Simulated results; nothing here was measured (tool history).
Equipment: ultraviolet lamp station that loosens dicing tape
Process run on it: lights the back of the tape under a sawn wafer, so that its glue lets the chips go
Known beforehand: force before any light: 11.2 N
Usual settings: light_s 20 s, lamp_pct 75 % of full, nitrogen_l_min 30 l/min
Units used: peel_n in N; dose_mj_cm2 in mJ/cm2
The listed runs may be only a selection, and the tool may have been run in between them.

{"run": 1, "hour": 0.0, "light_s": 20, "lamp_pct": 75, "nitrogen_l_min": 30, "peel_n": 0.748, "dose_mj_cm2": 199}
{"run": 2, "hour": 24.2, "light_s": 20, "lamp_pct": 75, "nitrogen_l_min": 30, "peel_n": 0.821, "dose_mj_cm2": 201}
{"run": 3, "hour": 60.4, "light_s": 20, "lamp_pct": 73, "nitrogen_l_min": 30, "peel_n": 0.88, "dose_mj_cm2": 190}
{"run": 4, "hour": 91.3, "light_s": 20, "lamp_pct": 73, "nitrogen_l_min": 30, "peel_n": 0.891, "dose_mj_cm2": 189}
{"run": 5, "hour": 121.3, "light_s": 20, "lamp_pct": 73, "nitrogen_l_min": 30, "peel_n": 0.942, "dose_mj_cm2": 187}
{"hour": 132.7, "done": "lamp changed"}
{"run": 6, "hour": 140.0, "light_s": 20, "lamp_pct": 73, "nitrogen_l_min": 30, "peel_n": 0.408, "dose_mj_cm2": 269}
{"run": 7, "hour": 157.1, "light_s": 20, "lamp_pct": 73, "nitrogen_l_min": 30, "peel_n": 0.417, "dose_mj_cm2": 267}
{"run": 8, "hour": 195.8, "light_s": 20, "lamp_pct": 75, "nitrogen_l_min": 30, "peel_n": 0.42, "dose_mj_cm2": 269}
{"run": 9, "hour": 224.1, "light_s": 20, "lamp_pct": 75, "nitrogen_l_min": 30, "peel_n": 0.411, "dose_mj_cm2": 268}
{"run": 10, "hour": 257.0, "light_s": 20, "lamp_pct": 75, "nitrogen_l_min": 51, "peel_n": 0.3, "dose_mj_cm2": 270}
{"run": 11, "hour": 278.0, "light_s": 20, "lamp_pct": 75, "nitrogen_l_min": 51, "peel_n": 0.3, "dose_mj_cm2": 268}
{"run": 12, "hour": 299.8, "light_s": 20, "lamp_pct": 75, "nitrogen_l_min": 51, "peel_n": 0.303, "dose_mj_cm2": 261}
{"run": 13, "hour": 327.4, "light_s": 20, "lamp_pct": 75, "nitrogen_l_min": 30, "peel_n": 0.406, "dose_mj_cm2": 266}
{"run": 14, "hour": 348.9, "light_s": 15, "lamp_pct": 75, "nitrogen_l_min": 30, "peel_n": 0.828, "dose_mj_cm2": 196}
{"run": 15, "hour": 373.5, "light_s": 12, "lamp_pct": 75, "nitrogen_l_min": 30, "peel_n": 1.322, "dose_mj_cm2": 156}
{"run": 16, "hour": 409.9, "light_s": 12, "lamp_pct": 75, "nitrogen_l_min": 13, "peel_n": 2.444, "dose_mj_cm2": 158}
{"run": 17, "hour": 428.7, "light_s": 12, "lamp_pct": 75, "nitrogen_l_min": 13, "peel_n": 2.483, "dose_mj_cm2": 155}
{"run": 18, "hour": 453.5, "light_s": 12, "lamp_pct": 75, "nitrogen_l_min": 13, "peel_n": 2.531, "dose_mj_cm2": 152}
{"run": 19, "hour": 481.6, "light_s": 12, "lamp_pct": 75, "nitrogen_l_min": 13, "peel_n": 2.454, "dose_mj_cm2": 151}
{"run": 20, "hour": 521.6, "light_s": 20, "lamp_pct": 75, "nitrogen_l_min": 30, "peel_n": 0.477, "dose_mj_cm2": 252}
{"run": 21, "hour": 550.5, "light_s": 20, "lamp_pct": 75, "nitrogen_l_min": 30, "peel_n": 0.492, "dose_mj_cm2": 243}
{"run": 22, "hour": 582.1, "light_s": 20, "lamp_pct": 75, "nitrogen_l_min": 30, "peel_n": 0.511, "dose_mj_cm2": 243}
{"run": 23, "hour": 622.1, "light_s": 13, "lamp_pct": 88, "nitrogen_l_min": 30, "peel_n": 0.947, "dose_mj_cm2": 186}
{"run": 24, "hour": 650.3, "light_s": 13, "lamp_pct": 88, "nitrogen_l_min": 30, "peel_n": 0.925, "dose_mj_cm2": 180}
{"run": 25, "hour": 666.7, "light_s": 13, "lamp_pct": 64, "nitrogen_l_min": 23, "peel_n": 2.189, "dose_mj_cm2": 137}
{"run": 26, "hour": 693.9, "light_s": 20, "lamp_pct": 75, "nitrogen_l_min": 28, "peel_n": 0.562, "dose_mj_cm2": 239}
{"run": 27, "hour": 731.6, "light_s": 20, "lamp_pct": 75, "nitrogen_l_min": 43, "peel_n": 0.423, "dose_mj_cm2": 232}
{"run": 28, "hour": 768.6, "light_s": 20, "lamp_pct": 68, "nitrogen_l_min": 16, "peel_n": 1.199, "dose_mj_cm2": 211}
{"run": 29, "hour": 802.5, "light_s": 20, "lamp_pct": 68, "nitrogen_l_min": 16, "peel_n": 1.218, "dose_mj_cm2": 211}
{"run": 30, "hour": 833.5, "light_s": 20, "lamp_pct": 68, "nitrogen_l_min": 16, "peel_n": 1.276, "dose_mj_cm2": 207}
{"run": 31, "hour": 852.7, "light_s": 20, "lamp_pct": 68, "nitrogen_l_min": 16, "peel_n": 1.262, "dose_mj_cm2": 208}
{"run": 32, "hour": 881.8, "light_s": 20, "lamp_pct": 68, "nitrogen_l_min": 16, "peel_n": 1.308, "dose_mj_cm2": 199}
{"run": 33, "hour": 905.1, "light_s": 20, "lamp_pct": 68, "nitrogen_l_min": 16, "peel_n": 1.303, "dose_mj_cm2": 199}
{"run": 34, "hour": 943.8, "light_s": 20, "lamp_pct": 68, "nitrogen_l_min": 16, "peel_n": 1.306, "dose_mj_cm2": 202}
{"run": 35, "hour": 978.9, "light_s": 12, "lamp_pct": 63, "nitrogen_l_min": 28, "peel_n": 2.521, "dose_mj_cm2": 110}
{"run": 36, "hour": 996.8, "light_s": 11, "lamp_pct": 70, "nitrogen_l_min": 31, "peel_n": 2.285, "dose_mj_cm2": 114}
{"run": 37, "hour": 1031.3, "light_s": 11, "lamp_pct": 88, "nitrogen_l_min": 30, "peel_n": 1.629, "dose_mj_cm2": 136}
{"hour": 1050.8, "done": "window cleaned of glue's vapour"}
{"run": 38, "hour": 1061.8, "light_s": 11, "lamp_pct": 88, "nitrogen_l_min": 30, "peel_n": 1.336, "dose_mj_cm2": 151}
{"run": 39, "hour": 1080.7, "light_s": 12, "lamp_pct": 68, "nitrogen_l_min": 30, "peel_n": 1.88, "dose_mj_cm2": 129}
{"run": 40, "hour": 1115.0, "light_s": 16, "lamp_pct": 61, "nitrogen_l_min": 14, "peel_n": 2.467, "dose_mj_cm2": 151}
{"run": 41, "hour": 1143.6, "light_s": 16, "lamp_pct": 95, "nitrogen_l_min": 14, "peel_n": 1.084, "dose_mj_cm2": 230}
{"run": 42, "hour": 1172.7, "light_s": 16, "lamp_pct": 95, "nitrogen_l_min": 14, "peel_n": 1.122, "dose_mj_cm2": 229}

Pick out some run-to-run changes in peel_n. Of each, how much would a tool without hidden state show as well, from the settings, what came in and chance, and how much is left for the hidden state and any gauge scatter not in both results compared?
Hidden state at play: lamp's light, % of a new lamp's; light that the window lets through, % of a clean one's; drift of the gauge itself on peel_n, %; drift of the gauge itself on dose_mj_cm2, %.
Run 5 -> 6: lamp changed. peel_n -0.534 N: hidden state -0.517, all else -0.017.
Run 19 -> 20: light_s 12 -> 20, nitrogen_l_min 13 -> 30. peel_n -1.977 N: hidden state -0.336, all else -1.641.
Run 25 -> 26: light_s 13 -> 20, lamp_pct 64 -> 75, nitrogen_l_min 23 -> 28. peel_n -1.627 N: hidden state -0.409, all else -1.218.
Run 34 -> 35: light_s 20 -> 12, lamp_pct 68 -> 63, nitrogen_l_min 16 -> 28. peel_n +1.215 N: hidden state +0.361, all else +0.854.
Run 40 -> 41: lamp_pct 61 -> 95. peel_n -1.383 N: hidden state -0.323, all else -1.060.
